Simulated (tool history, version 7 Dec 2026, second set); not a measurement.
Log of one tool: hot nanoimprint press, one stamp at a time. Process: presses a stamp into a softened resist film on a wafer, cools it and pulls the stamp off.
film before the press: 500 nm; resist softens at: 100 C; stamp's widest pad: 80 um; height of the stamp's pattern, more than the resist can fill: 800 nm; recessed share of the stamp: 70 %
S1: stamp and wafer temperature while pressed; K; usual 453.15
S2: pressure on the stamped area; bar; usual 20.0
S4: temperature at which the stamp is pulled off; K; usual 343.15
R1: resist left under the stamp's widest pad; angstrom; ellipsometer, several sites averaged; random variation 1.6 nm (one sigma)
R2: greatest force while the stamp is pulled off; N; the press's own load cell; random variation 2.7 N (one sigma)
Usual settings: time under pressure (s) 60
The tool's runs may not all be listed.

run 1 hour=0.0 | S1=453.15 S2=20.0 time_under_pressure_(s)=60 S4=343.15 | R1=2553 R2=154
run 2 hour=26.1 | S1=453.15 S2=20.0 time_under_pressure_(s)=60 S4=343.15 | R1=2563 R2=155
run 3 hour=58.8 | S1=453.15 S2=20.0 time_under_pressure_(s)=60 S4=343.15 | R1=2583 R2=160
run 4 hour=85.5 | S1=453.15 S2=20.0 time_under_pressure_(s)=60 S4=343.15 | R1=2587 R2=161
run 5 hour=104.3 | S1=453.15 S2=20.0 time_under_pressure_(s)=60 S4=343.15 | R1=2561 R2=162
run 6 hour=131.6 | S1=448.15 S2=31.7 time_under_pressure_(s)=34 S4=345.15 | R1=3199 R2=163
run 7 hour=149.3 | S1=448.15 S2=31.7 time_under_pressure_(s)=34 S4=345.15 | R1=3222 R2=161
run 8 hour=180.4 | S1=459.15 S2=13.5 time_under_pressure_(s)=34 S4=344.15 | R1=2886 R2=172
run 9 hour=200.4 | S1=453.15 S2=30.3 time_under_pressure_(s)=60 S4=343.15 | R1=2215 R2=174
run 10 hour=224.0 | S1=455.15 S2=20.0 time_under_pressure_(s)=60 S4=343.15 | R1=2379 R2=182

5 ways to go on from here, each from the tool as it stands after run 10. What would each give?
run A hour=245.3 | S1=462.15 S2=20.0 time_under_pressure_(s)=60 S4=343.15 | R1=? R2=?
run B hour=245.3 | S1=455.15 S2=13.1 time_under_pressure_(s)=60 S4=332.15 | R1=? R2=?
run C hour=245.3 | S1=461.15 S2=21.6 time_under_pressure_(s)=60 S4=345.15 | R1=? R2=?
run D hour=245.3 | S1=453.15 S2=20.0 time_under_pressure_(s)=31 S4=343.15 | R1=? R2=?
run E hour=245.3 | S1=457.15 S2=20.0 time_under_pressure_(s)=60 S4=343.15 | R1=? R2=?

run=A R1=1769 R2=181
run=B R1=2822 R2=210
run=C R1=1798 R2=184
run=D R1=3215 R2=179
run=E R1=2178 R2=177
Without the tool's hidden state the same runs would have given:
run=A R1=1686 R2=128
run=B R1=2726 R2=148
run=C R1=1710 R2=131
run=D R1=3102 R2=126
run=E R1=2078 R2=126
